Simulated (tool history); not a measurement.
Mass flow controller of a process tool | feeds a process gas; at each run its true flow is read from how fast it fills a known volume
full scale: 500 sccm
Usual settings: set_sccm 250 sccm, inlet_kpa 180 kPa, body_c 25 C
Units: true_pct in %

{"run": 1, "hour": 0.0, "set_sccm": 250, "inlet_kpa": 180, "body_c": 25, "true_pct": 98.71}
{"run": 2, "hour": 51.2, "set_sccm": 250, "inlet_kpa": 180, "body_c": 25, "true_pct": 98.68}
{"run": 3, "hour": 131.4, "set_sccm": 250, "inlet_kpa": 180, "body_c": 25, "true_pct": 98.65}
{"run": 4, "hour": 239.1, "set_sccm": 250, "inlet_kpa": 180, "body_c": 25, "true_pct": 98.74}
{"run": 5, "hour": 313.6, "set_sccm": 202, "inlet_kpa": 180, "body_c": 25, "true_pct": 98.51}
{"run": 6, "hour": 419.0, "set_sccm": 250, "inlet_kpa": 180, "body_c": 25, "true_pct": 98.65}
{"run": 7, "hour": 468.0, "set_sccm": 130, "inlet_kpa": 180, "body_c": 25, "true_pct": 97.92}
{"run": 8, "hour": 520.6, "set_sccm": 130, "inlet_kpa": 276, "body_c": 25, "true_pct": 98.59}
{"run": 9, "hour": 589.1, "set_sccm": 130, "inlet_kpa": 276, "body_c": 25, "true_pct": 98.72}
{"run": 10, "hour": 673.5, "set_sccm": 250, "inlet_kpa": 180, "body_c": 36, "true_pct": 98.58}
{"run": 11, "hour": 740.8, "set_sccm": 250, "inlet_kpa": 180, "body_c": 36, "true_pct": 98.77}
{"run": 12, "hour": 799.9, "set_sccm": 250, "inlet_kpa": 180, "body_c": 36, "true_pct": 98.6}
{"run": 13, "hour": 853.5, "set_sccm": 250, "inlet_kpa": 180, "body_c": 31, "true_pct": 98.57}
{"run": 14, "hour": 920.6, "set_sccm": 250, "inlet_kpa": 182, "body_c": 25, "true_pct": 98.48}
{"run": 15, "hour": 1022.1, "set_sccm": 250, "inlet_kpa": 237, "body_c": 25, "true_pct": 98.95}
{"run": 16, "hour": 1115.6, "set_sccm": 250, "inlet_kpa": 237, "body_c": 25, "true_pct": 98.7}
{"run": 17, "hour": 1181.4, "set_sccm": 65, "inlet_kpa": 180, "body_c": 25, "true_pct": 96.38}
{"run": 18, "hour": 1240.7, "set_sccm": 65, "inlet_kpa": 180, "body_c": 25, "true_pct": 96.34}
{"hour": 1247.3, "done": "controller's zero set anew"}
{"run": 19, "hour": 1328.3, "set_sccm": 65, "inlet_kpa": 180, "body_c": 25, "true_pct": 95.8}
{"run": 20, "hour": 1382.7, "set_sccm": 244, "inlet_kpa": 180, "body_c": 25, "true_pct": 98.23}
{"run": 21, "hour": 1438.7, "set_sccm": 244, "inlet_kpa": 180, "body_c": 25, "true_pct": 97.96}
{"run": 22, "hour": 1521.4, "set_sccm": 244, "inlet_kpa": 180, "body_c": 25, "true_pct": 98.15}
{"hour": 1569.1, "done": "controller's zero set anew, once more"}
{"run": 23, "hour": 1589.4, "set_sccm": 250, "inlet_kpa": 157, "body_c": 25, "true_pct": 98.64}
{"run": 24, "hour": 1675.9, "set_sccm": 242, "inlet_kpa": 144, "body_c": 26, "true_pct": 98.61}
{"run": 25, "hour": 1766.6, "set_sccm": 66, "inlet_kpa": 165, "body_c": 24, "true_pct": 98.11}
{"run": 26, "hour": 1864.7, "set_sccm": 250, "inlet_kpa": 180, "body_c": 21, "true_pct": 98.79}
{"run": 27, "hour": 1921.6, "set_sccm": 250, "inlet_kpa": 180, "body_c": 31, "true_pct": 98.89}
{"run": 28, "hour": 1973.3, "set_sccm": 395, "inlet_kpa": 180, "body_c": 31, "true_pct": 99.27}
{"run": 29, "hour": 2078.1, "set_sccm": 208, "inlet_kpa": 180, "body_c": 25, "true_pct": 98.61}
{"run": 30, "hour": 2168.1, "set_sccm": 208, "inlet_kpa": 180, "body_c": 25, "true_pct": 98.6}
{"run": 31, "hour": 2226.5, "set_sccm": 188, "inlet_kpa": 143, "body_c": 29, "true_pct": 98.43}
{"run": 32, "hour": 2279.3, "set_sccm": 206, "inlet_kpa": 143, "body_c": 40, "true_pct": 98.59}
{"run": 33, "hour": 2378.6, "set_sccm": 206, "inlet_kpa": 143, "body_c": 40, "true_pct": 98.59}
{"run": 34, "hour": 2487.6, "set_sccm": 158, "inlet_kpa": 142, "body_c": 26, "true_pct": 98.08}
{"run": 35, "hour": 2554.0, "set_sccm": 158, "inlet_kpa": 142, "body_c": 26, "true_pct": 98}
{"run": 36, "hour": 2633.4, "set_sccm": 177, "inlet_kpa": 142, "body_c": 26, "true_pct": 98.06}
{"run": 37, "hour": 2711.1, "set_sccm": 177, "inlet_kpa": 142, "body_c": 26, "true_pct": 97.95}
{"run": 38, "hour": 2801.9, "set_sccm": 250, "inlet_kpa": 170, "body_c": 30, "true_pct": 98.59}
{"run": 39, "hour": 2866.8, "set_sccm": 250, "inlet_kpa": 170, "body_c": 30, "true_pct": 98.46}
{"run": 40, "hour": 2956.7, "set_sccm": 428, "inlet_kpa": 141, "body_c": 20, "true_pct": 98.54}
{"run": 41, "hour": 3062.5, "set_sccm": 428, "inlet_kpa": 141, "body_c": 20, "true_pct": 98.53}

Forecast each of these 4 alternatives for the next run:
{"run": "A", "hour": 3126.7, "set_sccm": 428, "inlet_kpa": 279, "body_c": 20, "true_pct": "?"}
{"run": "B", "hour": 3126.7, "set_sccm": 138, "inlet_kpa": 180, "body_c": 25, "true_pct": "?"}
{"run": "C", "hour": 3126.7, "set_sccm": 381, "inlet_kpa": 155, "body_c": 35, "true_pct": "?"}
{"run": "D", "hour": 3126.7, "set_sccm": 132, "inlet_kpa": 210, "body_c": 33, "true_pct": "?"}

run=A true_pct=99.32
run=B true_pct=97.83
run=C true_pct=98.86
run=D true_pct=98.37
Without the tool's hidden state the same runs would have given:
run=A true_pct=100.2
run=B true_pct=99.16
run=C true_pct=99.77
run=D true_pct=99.72

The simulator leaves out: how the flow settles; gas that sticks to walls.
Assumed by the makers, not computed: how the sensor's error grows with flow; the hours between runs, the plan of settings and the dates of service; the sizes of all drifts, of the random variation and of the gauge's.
